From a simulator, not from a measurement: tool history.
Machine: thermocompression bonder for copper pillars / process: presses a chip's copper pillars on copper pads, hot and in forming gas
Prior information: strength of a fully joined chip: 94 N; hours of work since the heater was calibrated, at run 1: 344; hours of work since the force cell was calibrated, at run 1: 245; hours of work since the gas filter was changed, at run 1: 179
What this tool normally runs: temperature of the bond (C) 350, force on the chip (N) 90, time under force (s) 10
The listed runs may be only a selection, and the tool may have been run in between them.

run     day  temperature of the bond (C)  force on the chip (N)  time under force (s)  hours of work since the heater was calibrated  hours of work since the force cell was calibrated  hours of work since the gas filter was changed  force that shears a chip off (N)
  1   0.000                          350                     90                    10                                            344                                                245                                             179                              62.6
  2   0.883                          350                    104                    10                                            357                                                258                                             191                              68.3
  3   1.904                          350                     90                    10                                            371                                                272                                             206                              61.5
  4   2.446                          337                     90                    10                                            379                                                280                                             213                              55.2
  5   3.367                          337                     66                    10                                            392                                                293                                             227                              42.0
  6   3.829                          354                     90                    10                                            399                                                300                                             233                              63.3
  7   4.804                          350                    107                    10                                            413                                                313                                             247                              68.3
  8   5.262                          350                    107                    10                                            419                                                320                                             254                              68.1
  9   5.717                          350                    107                    10                                            426                                                326                                             260                              67.8
      6.488  -- forming gas filter changed
 10   6.712                          350                    107                    18                                            439                                                340                                               3                              80.5
 11   7.475                          350                     90                    10                                            450                                                351                                              14                              64.0
 12   8.242                          350                     90                     8                                            461                                                362                                              25                              60.1
 13   9.133                          350                    103                    10                                            474                                                375                                              38                              68.4
 14   9.708                          350                    103                    10                                            482                                                383                                              46                              68.9
 15  10.275                          366                     90                    10                                            490                                                391                                              54                              70.9
 16  11.254                          366                     90                    23                                            504                                                405                                              68                              82.4
 17  12.104                          338                     90                    23                                            516                                                417                                              80                              69.8
 18  13.000                          350                     90                    10                                            529                                                430                                              93                              62.8
 19  13.996                          350                     90                    10                                            543                                                444                                             107                              63.1
 20  14.450                          350                     90                    10                                            550                                                451                                             114                              61.9
 21  14.892                          350                     90                    10                                            556                                                457                                             120                              61.9
 22  15.854                          328                     82                    15                                            570                                                471                                             133                              52.9
 23  16.325                          350                     70                    11                                            576                                                477                                             140                              51.6
 24  17.083                          350                     70                    11                                            587                                                488                                             151                              52.3
 25  17.546                          350                     70                    11                                            594                                                495                                             158                              51.3
     17.846  -- heater calibrated with a thermocouple chip
 26  18.500                          333                    128                    25                                              9                                                507                                             170                              81.9
 27  19.450                          339                     72                    11                                             23                                                521                                             184                              49.2
 28  20.138                          339                     62                     7                                             33                                                530                                             193                              36.4
 29  20.704                          339                     62                     7                                             41                                                539                                             201                              36.2
 30  21.458                          350                     54                    23                                             52                                                549                                             212                              54.2
 31  22.288                          364                     90                     6                                             63                                                561                                             224                              60.6
 32  23.108                          364                     90                     6                                             75                                                573                                             236                              60.4
 33  23.550                          337                    118                     9                                             81                                                579                                             242                              64.7
 34  24.046                          337                    118                     9                                             88                                                586                                             249                              64.8
 35  24.483                          325                     60                    10                                             95                                                592                                             255                              33.2
 36  25.388                          350                    125                     6                                            108                                                605                                             268                              67.1
     25.583  -- forming gas filter changed
 37  26.154                          350                    135                    10                                            118                                                616                                               8                              80.3
 38  26.942                          322                     61                     6                                            129                                                627                                              19                              27.7
 39  27.754                          322                     61                     6                                            141                                                639                                              31                              26.9
 40  28.571                          339                     86                    10                                            153                                                650                                              43                              56.1
 41  29.471                          347                     86                    10                                            165                                                663                                              55                              60.2

Here are 3 independent what-if runs from the current tool condition. What would each one return?
  A  30.079                          353                     62                    14                                            174                                                672                                              64                                 ?
  B  30.079                          352                    134                    16                                            174                                                672                                              64                                 ?
  C  30.079                          364                     83                    27                                            174                                                672                                              64                                 ?

run  force that shears a chip off (N)
  A                              53.7
  B                              85.6
  C                              80.5
With the hidden condition removed and each run's random variation left untouched, the same runs would have given:
run  force that shears a chip off (N)
  A                              57.6
  B                              88.3
  C                              83.6
